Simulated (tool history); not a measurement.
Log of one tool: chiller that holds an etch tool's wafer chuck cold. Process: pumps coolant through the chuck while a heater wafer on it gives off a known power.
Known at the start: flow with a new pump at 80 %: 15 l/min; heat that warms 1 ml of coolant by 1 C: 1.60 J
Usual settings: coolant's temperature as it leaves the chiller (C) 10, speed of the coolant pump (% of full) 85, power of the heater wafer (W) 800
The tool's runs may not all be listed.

run,hour,coolant's temperature as it leaves the chiller (C),speed of the coolant pump (% of full),power of the heater wafer (W),chuck's temperature once it has settled (C),how much warmer the coolant comes back (C)
1,0.0,10,85,800,15.1,1.88
2,47.1,20,85,800,25.1,1.90
3,93.1,20,85,800,25.5,1.87
4,126.5,10,82,800,15.5,2.00
5,177.0,10,82,800,15.4,1.98
6,201.7,10,85,800,15.2,1.91
# hour 236.1: chiller's thermometer calibrated
7,236.1,10,85,800,15.3,1.90
8,283.5,10,85,800,15.3,1.93
9,323.3,10,85,800,15.4,1.88
10,365.4,10,85,800,15.3,1.92
11,400.6,3,85,800,8.1,1.90
12,449.6,3,78,800,8.7,2.14
13,494.4,9,85,595,13.0,1.45
14,526.5,2,83,451,5.1,1.13
15,553.5,10,85,488,13.2,1.17
16,583.0,10,85,488,13.2,1.18
17,620.8,10,85,488,13.3,1.19
18,652.5,11,81,1114,18.7,2.83
19,694.8,11,81,1114,18.5,2.81
20,728.8,11,81,1114,18.6,2.83

Some steps in chuck's temperature once it has settled (C) between neighbouring runs. How much of each would the tool show without its hidden state too (settings, what came in, random variation), and how much is left for the hidden state, with any gauge scatter that isn't in both results?
The hidden state here: heat passed by the chuck's channels, % of clean ones'; flow at a given pump speed, % of a new pump's; coolant's true temperature over the reading, C; drift of the gauge itself on chuck_c, C; drift of the gauge itself on warmer_back_c, C.
Run 1 -> 2: coolant's temperature as it leaves the chiller (C) 10 -> 20. chuck's temperature once it has settled (C) +10.0: hidden state +0.0, all else +10.0.
Run 3 -> 4: coolant's temperature as it leaves the chiller (C) 20 -> 10, speed of the coolant pump (% of full) 85 -> 82. chuck's temperature once it has settled (C) -10.0: hidden state +0.0, all else -10.0.
Run 6 -> 7: chiller's thermometer calibrated. chuck's temperature once it has settled (C) +0.1: hidden state -0.1, all else +0.2.
Run 17 -> 18: coolant's temperature as it leaves the chiller (C) 10 -> 11, speed of the coolant pump (% of full) 85 -> 81, power of the heater wafer (W) 488 -> 1114. chuck's temperature once it has settled (C) +5.4: hidden state +0.2, all else +5.2.

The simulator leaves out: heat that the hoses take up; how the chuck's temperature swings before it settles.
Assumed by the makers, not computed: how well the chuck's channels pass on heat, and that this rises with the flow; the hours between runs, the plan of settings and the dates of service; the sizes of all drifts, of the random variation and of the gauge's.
